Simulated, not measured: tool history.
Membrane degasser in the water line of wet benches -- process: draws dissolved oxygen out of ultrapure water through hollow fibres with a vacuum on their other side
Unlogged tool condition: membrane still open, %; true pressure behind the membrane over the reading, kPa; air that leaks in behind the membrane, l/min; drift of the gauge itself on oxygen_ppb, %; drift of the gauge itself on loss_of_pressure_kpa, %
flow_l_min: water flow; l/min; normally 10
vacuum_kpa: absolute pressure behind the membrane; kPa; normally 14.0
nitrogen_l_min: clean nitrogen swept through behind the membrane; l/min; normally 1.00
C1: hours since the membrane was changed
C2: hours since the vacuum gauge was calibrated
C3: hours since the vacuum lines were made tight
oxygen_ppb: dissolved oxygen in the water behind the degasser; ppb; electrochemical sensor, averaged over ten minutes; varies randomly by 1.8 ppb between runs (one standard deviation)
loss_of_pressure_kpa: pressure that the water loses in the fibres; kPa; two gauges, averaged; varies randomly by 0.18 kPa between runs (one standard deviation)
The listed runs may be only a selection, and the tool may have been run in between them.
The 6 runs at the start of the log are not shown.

run 7 day=12.729 | flow_l_min=10 vacuum_kpa=14.0 nitrogen_l_min=1.00 | C1=741 C2=3954 C3=1806 | oxygen_ppb=256.7 loss_of_pressure_kpa=32.12
run 8 day=14.083 | flow_l_min=10 vacuum_kpa=14.0 nitrogen_l_min=1.00 | C1=774 C2=3987 C3=1838 | oxygen_ppb=259.8 loss_of_pressure_kpa=32.31
run 9 day=15.433 | flow_l_min=10 vacuum_kpa=14.0 nitrogen_l_min=1.00 | C1=806 C2=4019 C3=1870 | oxygen_ppb=261.3 loss_of_pressure_kpa=32.11
run 10 day=17.992 | flow_l_min=10 vacuum_kpa=14.0 nitrogen_l_min=1.00 | C1=868 C2=4081 C3=1932 | oxygen_ppb=256.8 loss_of_pressure_kpa=32.13
run 11 day=20.412 | flow_l_min=10 vacuum_kpa=14.0 nitrogen_l_min=1.00 | C1=926 C2=4139 C3=1990 | oxygen_ppb=256.8 loss_of_pressure_kpa=31.88
run 12 day=21.929 | flow_l_min=10 vacuum_kpa=14.0 nitrogen_l_min=1.00 | C1=962 C2=4175 C3=2026 | oxygen_ppb=262.6 loss_of_pressure_kpa=32.00
run 13 day=24.133 | flow_l_min=10 vacuum_kpa=14.0 nitrogen_l_min=1.00 | C1=1015 C2=4228 C3=2079 | oxygen_ppb=259.3 loss_of_pressure_kpa=32.24
run 14 day=25.792 | flow_l_min=10 vacuum_kpa=10.9 nitrogen_l_min=1.00 | C1=1055 C2=4268 C3=2119 | oxygen_ppb=190.1 loss_of_pressure_kpa=32.34
run 15 day=27.812 | flow_l_min=10 vacuum_kpa=14.0 nitrogen_l_min=0.91 | C1=1103 C2=4316 C3=2168 | oxygen_ppb=285.0 loss_of_pressure_kpa=32.39
run 16 day=29.679 | flow_l_min=10 vacuum_kpa=14.0 nitrogen_l_min=0.91 | C1=1148 C2=4361 C3=2212 | oxygen_ppb=283.5 loss_of_pressure_kpa=31.97
-- day=31.983 vacuum gauge calibrated
run 17 day=32.104 | flow_l_min=16 vacuum_kpa=14.0 nitrogen_l_min=1.52 | C1=1206 C2=3 C3=2270 | oxygen_ppb=271.6 loss_of_pressure_kpa=51.54
run 18 day=34.338 | flow_l_min=16 vacuum_kpa=14.0 nitrogen_l_min=1.52 | C1=1259 C2=56 C3=2324 | oxygen_ppb=275.0 loss_of_pressure_kpa=51.22
run 19 day=35.492 | flow_l_min=16 vacuum_kpa=14.0 nitrogen_l_min=1.52 | C1=1287 C2=84 C3=2351 | oxygen_ppb=273.3 loss_of_pressure_kpa=51.67
run 20 day=38.067 | flow_l_min=16 vacuum_kpa=14.0 nitrogen_l_min=1.81 | C1=1349 C2=146 C3=2413 | oxygen_ppb=234.7 loss_of_pressure_kpa=51.65
run 21 day=40.450 | flow_l_min=16 vacuum_kpa=14.0 nitrogen_l_min=1.81 | C1=1406 C2=203 C3=2470 | oxygen_ppb=239.1 loss_of_pressure_kpa=52.09
run 22 day=42.500 | flow_l_min=11 vacuum_kpa=16.4 nitrogen_l_min=1.00 | C1=1455 C2=252 C3=2519 | oxygen_ppb=344.8 loss_of_pressure_kpa=35.74
run 23 day=43.975 | flow_l_min=10 vacuum_kpa=14.0 nitrogen_l_min=1.04 | C1=1491 C2=288 C3=2555 | oxygen_ppb=247.9 loss_of_pressure_kpa=32.40
run 24 day=45.575 | flow_l_min=11 vacuum_kpa=26.1 nitrogen_l_min=0.54 | C1=1529 C2=326 C3=2593 | oxygen_ppb=950.6 loss_of_pressure_kpa=35.46
run 25 day=47.012 | flow_l_min=7 vacuum_kpa=13.3 nitrogen_l_min=2.51 | C1=1564 C2=361 C3=2628 | oxygen_ppb=73.2 loss_of_pressure_kpa=22.60
run 26 day=48.204 | flow_l_min=10 vacuum_kpa=17.1 nitrogen_l_min=0.62 | C1=1592 C2=389 C3=2656 | oxygen_ppb=497.3 loss_of_pressure_kpa=32.25
run 27 day=50.238 | flow_l_min=10 vacuum_kpa=17.1 nitrogen_l_min=0.62 | C1=1641 C2=438 C3=2705 | oxygen_ppb=502.1 loss_of_pressure_kpa=32.48

Run 28 is up next; what results do you expect?
run 28 day=52.342 | flow_l_min=10 vacuum_kpa=12.5 nitrogen_l_min=1.00 | C1=1692 C2=489 C3=2756 | oxygen_ppb=? loss_of_pressure_kpa=?

{"run 28": {"oxygen_ppb": 223.2, "loss_of_pressure_kpa": 32.27}}
With the hidden condition absent and the run-to-run variation left alone, this run would have shown oxygen_ppb 216.9 ppb, loss_of_pressure_kpa 31.90 kPa.

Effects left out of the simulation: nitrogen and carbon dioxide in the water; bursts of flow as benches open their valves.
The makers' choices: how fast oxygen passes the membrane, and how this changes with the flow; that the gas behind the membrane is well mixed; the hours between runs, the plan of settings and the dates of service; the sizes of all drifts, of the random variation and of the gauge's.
